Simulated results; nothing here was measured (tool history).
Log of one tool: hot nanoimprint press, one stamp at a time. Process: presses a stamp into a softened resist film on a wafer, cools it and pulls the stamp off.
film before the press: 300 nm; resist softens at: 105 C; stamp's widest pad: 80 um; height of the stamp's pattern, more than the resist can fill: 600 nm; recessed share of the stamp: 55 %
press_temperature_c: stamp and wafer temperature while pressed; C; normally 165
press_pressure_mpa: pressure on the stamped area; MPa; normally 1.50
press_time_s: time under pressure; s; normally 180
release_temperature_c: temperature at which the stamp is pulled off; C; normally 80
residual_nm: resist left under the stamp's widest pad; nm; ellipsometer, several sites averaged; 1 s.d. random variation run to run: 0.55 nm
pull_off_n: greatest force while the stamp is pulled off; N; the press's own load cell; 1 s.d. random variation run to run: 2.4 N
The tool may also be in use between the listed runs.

{"run": 1, "hour": 0.0, "press_temperature_c": 165, "press_pressure_mpa": 1.5, "press_time_s": 180, "release_temperature_c": 80, "residual_nm": 130.1, "pull_off_n": 158}
{"run": 2, "hour": 31.7, "press_temperature_c": 165, "press_pressure_mpa": 1.5, "press_time_s": 180, "release_temperature_c": 80, "residual_nm": 129.4, "pull_off_n": 160}
{"hour": 77.7, "done": "plate thermocouple calibrated"}
{"run": 3, "hour": 85.5, "press_temperature_c": 165, "press_pressure_mpa": 1.5, "press_time_s": 180, "release_temperature_c": 80, "residual_nm": 129.6, "pull_off_n": 157}
{"hour": 143.4, "done": "stamp cleaned and given a new release coat"}
{"run": 4, "hour": 155.9, "press_temperature_c": 165, "press_pressure_mpa": 1.5, "press_time_s": 180, "release_temperature_c": 80, "residual_nm": 129.6, "pull_off_n": 158}
{"run": 5, "hour": 200.3, "press_temperature_c": 165, "press_pressure_mpa": 1.5, "press_time_s": 180, "release_temperature_c": 80, "residual_nm": 129.8, "pull_off_n": 156}
{"run": 6, "hour": 241.1, "press_temperature_c": 165, "press_pressure_mpa": 1.5, "press_time_s": 180, "release_temperature_c": 80, "residual_nm": 128.5, "pull_off_n": 159}
{"hour": 288.6, "done": "stamp cleaned and given a new release coat"}
{"run": 7, "hour": 311.5, "press_temperature_c": 165, "press_pressure_mpa": 1.5, "press_time_s": 180, "release_temperature_c": 80, "residual_nm": 130.2, "pull_off_n": 154}
{"run": 8, "hour": 349.2, "press_temperature_c": 165, "press_pressure_mpa": 1.5, "press_time_s": 180, "release_temperature_c": 80, "residual_nm": 129.4, "pull_off_n": 156}
{"run": 9, "hour": 415.3, "press_temperature_c": 165, "press_pressure_mpa": 1.52, "press_time_s": 180, "release_temperature_c": 80, "residual_nm": 128.9, "pull_off_n": 162}
{"hour": 436.9, "done": "stamp cleaned and given a new release coat"}
{"run": 10, "hour": 481.0, "press_temperature_c": 165, "press_pressure_mpa": 1.5, "press_time_s": 207, "release_temperature_c": 80, "residual_nm": 123.9, "pull_off_n": 158}
{"hour": 529.3, "done": "plate thermocouple calibrated"}
{"run": 11, "hour": 543.4, "press_temperature_c": 165, "press_pressure_mpa": 1.5, "press_time_s": 309, "release_temperature_c": 80, "residual_nm": 104.8, "pull_off_n": 163}
{"hour": 586.0, "done": "stamp cleaned and given a new release coat"}
{"run": 12, "hour": 592.8, "press_temperature_c": 165, "press_pressure_mpa": 1.5, "press_time_s": 180, "release_temperature_c": 80, "residual_nm": 129.2, "pull_off_n": 161}
{"run": 13, "hour": 637.2, "press_temperature_c": 154, "press_pressure_mpa": 1.5, "press_time_s": 180, "release_temperature_c": 80, "residual_nm": 192.3, "pull_off_n": 160}
{"run": 14, "hour": 692.0, "press_temperature_c": 154, "press_pressure_mpa": 1.5, "press_time_s": 180, "release_temperature_c": 80, "residual_nm": 191.9, "pull_off_n": 154}
{"hour": 733.1, "done": "stamp cleaned and given a new release coat"}
{"run": 15, "hour": 757.0, "press_temperature_c": 165, "press_pressure_mpa": 1.8, "press_time_s": 176, "release_temperature_c": 80, "residual_nm": 120.2, "pull_off_n": 157}
{"run": 16, "hour": 798.4, "press_temperature_c": 165, "press_pressure_mpa": 1.8, "press_time_s": 176, "release_temperature_c": 80, "residual_nm": 120.0, "pull_off_n": 158}
{"run": 17, "hour": 855.1, "press_temperature_c": 165, "press_pressure_mpa": 1.8, "press_time_s": 176, "release_temperature_c": 80, "residual_nm": 120.0, "pull_off_n": 159}
{"hour": 881.7, "done": "stamp cleaned and given a new release coat"}
{"run": 18, "hour": 902.7, "press_temperature_c": 165, "press_pressure_mpa": 1.8, "press_time_s": 176, "release_temperature_c": 80, "residual_nm": 119.7, "pull_off_n": 160}
{"run": 19, "hour": 958.8, "press_temperature_c": 165, "press_pressure_mpa": 1.5, "press_time_s": 148, "release_temperature_c": 80, "residual_nm": 140.2, "pull_off_n": 159}
{"hour": 978.0, "done": "plate thermocouple calibrated"}
{"run": 20, "hour": 990.8, "press_temperature_c": 165, "press_pressure_mpa": 2.12, "press_time_s": 103, "release_temperature_c": 80, "residual_nm": 138.6, "pull_off_n": 163}
{"run": 21, "hour": 1023.2, "press_temperature_c": 165, "press_pressure_mpa": 1.5, "press_time_s": 140, "release_temperature_c": 80, "residual_nm": 142.5, "pull_off_n": 158}
{"hour": 1034.6, "done": "stamp cleaned and given a new release coat"}
{"run": 22, "hour": 1093.9, "press_temperature_c": 165, "press_pressure_mpa": 1.5, "press_time_s": 94, "release_temperature_c": 80, "residual_nm": 165.6, "pull_off_n": 160}
{"run": 23, "hour": 1161.0, "press_temperature_c": 165, "press_pressure_mpa": 1.58, "press_time_s": 95, "release_temperature_c": 80, "residual_nm": 162.2, "pull_off_n": 165}
{"hour": 1184.3, "done": "stamp cleaned and given a new release coat"}
{"run": 24, "hour": 1210.7, "press_temperature_c": 157, "press_pressure_mpa": 1.58, "press_time_s": 195, "release_temperature_c": 68, "residual_nm": 164.5, "pull_off_n": 182}
{"run": 25, "hour": 1243.5, "press_temperature_c": 157, "press_pressure_mpa": 0.94, "press_time_s": 195, "release_temperature_c": 66, "residual_nm": 199.5, "pull_off_n": 186}
{"run": 26, "hour": 1283.2, "press_temperature_c": 157, "press_pressure_mpa": 0.94, "press_time_s": 195, "release_temperature_c": 66, "residual_nm": 198.8, "pull_off_n": 179}
{"hour": 1333.3, "done": "stamp cleaned and given a new release coat"}
{"run": 27, "hour": 1357.7, "press_temperature_c": 165, "press_pressure_mpa": 1.5, "press_time_s": 180, "release_temperature_c": 80, "residual_nm": 130.3, "pull_off_n": 162}
{"run": 28, "hour": 1386.1, "press_temperature_c": 161, "press_pressure_mpa": 1.5, "press_time_s": 180, "release_temperature_c": 80, "residual_nm": 149.5, "pull_off_n": 162}

What if the next run were any one of these 5? Each begins from the tool's condition after run 28:
{"hour": 1430.2, "done": "plate thermocouple calibrated"}
{"run": "A", "hour": 1440.4, "press_temperature_c": 165, "press_pressure_mpa": 1.36, "press_time_s": 304, "release_temperature_c": 77, "residual_nm": "?", "pull_off_n": "?"}
{"hour": 1430.2, "done": "plate thermocouple calibrated"}
{"run": "B", "hour": 1440.4, "press_temperature_c": 153, "press_pressure_mpa": 1.5, "press_time_s": 180, "release_temperature_c": 80, "residual_nm": "?", "pull_off_n": "?"}
{"hour": 1430.2, "done": "plate thermocouple calibrated"}
{"run": "C", "hour": 1440.4, "press_temperature_c": 165, "press_pressure_mpa": 1.8, "press_time_s": 180, "release_temperature_c": 70, "residual_nm": "?", "pull_off_n": "?"}
{"hour": 1430.2, "done": "plate thermocouple calibrated"}
{"run": "D", "hour": 1440.4, "press_temperature_c": 161, "press_pressure_mpa": 1.85, "press_time_s": 180, "release_temperature_c": 80, "residual_nm": "?", "pull_off_n": "?"}
{"hour": 1430.2, "done": "plate thermocouple calibrated"}
{"run": "E", "hour": 1440.4, "press_temperature_c": 161, "press_pressure_mpa": 1.4, "press_time_s": 260, "release_temperature_c": 80, "residual_nm": "?", "pull_off_n": "?"}

run=A residual_nm=108.9 pull_off_n=167
run=B residual_nm=198.5 pull_off_n=159
run=C residual_nm=119.6 pull_off_n=174
run=D residual_nm=137.9 pull_off_n=165
run=E residual_nm=134.7 pull_off_n=164
Stripped of hidden state, with their random variation kept, the same runs would have yielded:
run=A residual_nm=108.8 pull_off_n=166
run=B residual_nm=198.3 pull_off_n=158
run=C residual_nm=119.4 pull_off_n=173
run=D residual_nm=137.7 pull_off_n=164
run=E residual_nm=134.5 pull_off_n=163
